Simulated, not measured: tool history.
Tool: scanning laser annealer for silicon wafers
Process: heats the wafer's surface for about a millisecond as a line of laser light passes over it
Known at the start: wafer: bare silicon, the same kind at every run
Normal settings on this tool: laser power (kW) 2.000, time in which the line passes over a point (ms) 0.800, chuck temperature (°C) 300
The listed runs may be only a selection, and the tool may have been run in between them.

run	hour	laser power (kW)	time in which the line passes over a point (ms)	chuck temperature (°C)	highest temperature of the surface (°C)
1	0.0	2.000	0.800	300	987
2	28.1	2.000	0.800	300	988
3	46.6	2.000	0.800	300	988
4	61.4	2.000	0.800	300	982
5	89.7	1.994	0.800	300	984
6	123.7	1.994	0.800	300	983
7	143.9	2.001	0.800	300	982
8	162.8	2.001	0.800	300	981
9	190.8	2.001	0.800	300	981
10	215.2	2.000	0.968	300	1045
11	248.3	2.000	0.968	300	1043
12	271.3	2.000	0.968	300	1043
13	306.6	2.000	0.800	300	979
14	328.4	2.000	0.800	300	979
15	350.8	2.000	0.800	263	938
16	386.6	2.000	0.800	300	974
17	403.1	2.162	0.800	300	1028
# hour 408.3: window over the wafer cleaned
18	422.0	2.000	0.723	300	937
19	444.4	2.000	0.723	300	932
20	475.1	2.000	0.723	300	936
21	506.9	2.000	0.723	300	935
22	542.1	2.000	0.723	300	935
23	560.1	2.000	0.723	300	933
24	593.5	2.108	0.723	300	963
25	611.5	2.000	0.614	300	884
# hour 619.9: window over the wafer cleaned, once more
26	647.1	2.000	0.614	300	916
27	672.2	2.050	0.977	300	1083
28	705.6	2.050	0.977	300	1082
29	721.8	2.000	0.899	306	1042
30	748.6	2.000	0.899	306	1039
31	783.4	2.000	0.691	300	949
32	812.6	2.000	0.613	300	915
33	831.7	2.000	0.650	309	940
34	853.6	2.000	0.650	309	934
35	887.7	2.000	0.650	309	936
36	909.5	2.000	0.650	309	933
37	928.8	2.000	0.650	309	935
38	947.8	2.000	0.699	298	947
39	967.7	1.705	0.825	289	884
40	985.4	1.705	0.825	289	884

Here are 5 independent what-if runs from the current tool condition. What would each one return?
A	1005.5	1.705	0.760	289	?
B	1005.5	1.776	0.743	300	?
C	1005.5	1.738	0.586	315	?
D	1005.5	2.000	0.623	295	?
E	1005.5	1.705	0.825	324	?

run	highest temperature of the surface (°C)
A	863
B	893
C	835
D	905
E	920
Stripped of hidden state, with their random variation kept, the same runs would have yielded:
run	highest temperature of the surface (°C)
A	884
B	915
C	854
D	928
E	942
